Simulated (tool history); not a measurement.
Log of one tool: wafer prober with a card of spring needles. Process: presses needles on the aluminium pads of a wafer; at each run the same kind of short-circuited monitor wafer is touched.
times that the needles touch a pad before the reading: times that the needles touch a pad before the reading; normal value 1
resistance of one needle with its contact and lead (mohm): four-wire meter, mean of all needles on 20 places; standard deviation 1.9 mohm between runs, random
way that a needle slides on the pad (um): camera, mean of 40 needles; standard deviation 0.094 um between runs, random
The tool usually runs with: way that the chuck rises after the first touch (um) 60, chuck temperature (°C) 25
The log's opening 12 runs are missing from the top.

run	day	way that the chuck rises after the first touch (um)	chuck temperature (°C)	times that the needles touch a pad before the reading	touches since the tips were cleaned	cleanings since the card got new needles	touches since the first contact's height was set	resistance of one needle with its contact and lead (mohm)	way that a needle slides on the pad (um)
# day 9.225: tips cleaned on abrasive film
# day 9.762: tips cleaned on abrasive film
13	9.925	60	25	1	830	69	57017	208	14.92
# day 10.258: tips cleaned on abrasive film
# day 10.775: tips cleaned on abrasive film
14	10.775	60	25	1	0	71	61261	205	14.97
# day 11.254: tips cleaned on abrasive film
15	11.254	60	25	1	0	72	63673	212	14.94
# day 11.771: tips cleaned on abrasive film
16	12.112	60	25	1	1726	73	67999	206	15.13
# day 12.267: tips cleaned on abrasive film
17	12.712	60	25	1	2254	74	71007	209	15.06
# day 12.783: tips cleaned on abrasive film
# day 13.262: tips cleaned on abrasive film
18	13.708	60	45	1	2254	76	75997	215	14.92
# day 13.767: tips cleaned on abrasive film
# day 14.250: tips cleaned on abrasive film
19	14.575	47	110	1	1646	78	80340	234	11.71
# day 14.771: tips cleaned on abrasive film
20	15.138	54	69	2	1846	79	83161	220	13.62
# day 15.300: tips cleaned on abrasive film
21	15.667	41	69	1	1864	80	85828	230	10.01
# day 15.775: tips cleaned on abrasive film
# day 16.308: tips cleaned on abrasive film
22	16.683	47	25	1	1900	82	90915	211	11.68
# day 16.804: tips cleaned on abrasive film
23	17.133	47	25	1	1664	83	93167	215	11.70
# day 17.275: tips cleaned on abrasive film
# day 17.754: tips cleaned on abrasive film
24	17.779	60	41	1	120	85	96394	209	14.90
# day 18.267: tips cleaned on abrasive film
# day 18.754: tips cleaned on abrasive film
25	18.767	77	29	3	79	87	101362	203	19.15
26	19.212	77	29	3	2322	87	103605	203	19.15
# day 19.275: tips cleaned on abrasive film
# day 19.771: tips cleaned on abrasive film
27	19.883	63	35	1	565	89	106953	210	15.72
# day 20.279: tips cleaned on abrasive film
28	20.479	54	26	2	1002	90	109946	208	13.27
# day 20.783: tips cleaned on abrasive film
29	21.088	41	28	1	1527	91	113007	216	10.25
# day 21.338: tips cleaned on abrasive film
30	21.638	66	29	1	1509	92	115762	204	16.16
# day 21.888: tips cleaned on abrasive film
31	22.221	62	65	1	1695	93	118706	218	15.24

Alternative continuations, all from the tool just after run 31; predict every row:
# day 22.379: tips cleaned on abrasive film
A	22.742	62	65	1	1820	94	121308	?	?
# day 22.379: tips cleaned on abrasive film
B	22.742	41	77	2	1820	94	121308	?	?
# day 22.379: tips cleaned on abrasive film
C	22.742	74	65	1	1820	94	121308	?	?

run	resistance of one needle with its contact and lead (mohm)	way that a needle slides on the pad (um)
A	214	15.41
B	233	10.02
C	211	18.64
The same runs, with their run-to-run variation unchanged, on a tool lacking any hidden condition would have given:
run	resistance of one needle with its contact and lead (mohm)	way that a needle slides on the pad (um)
A	214	15.44
B	232	10.05
C	211	18.67
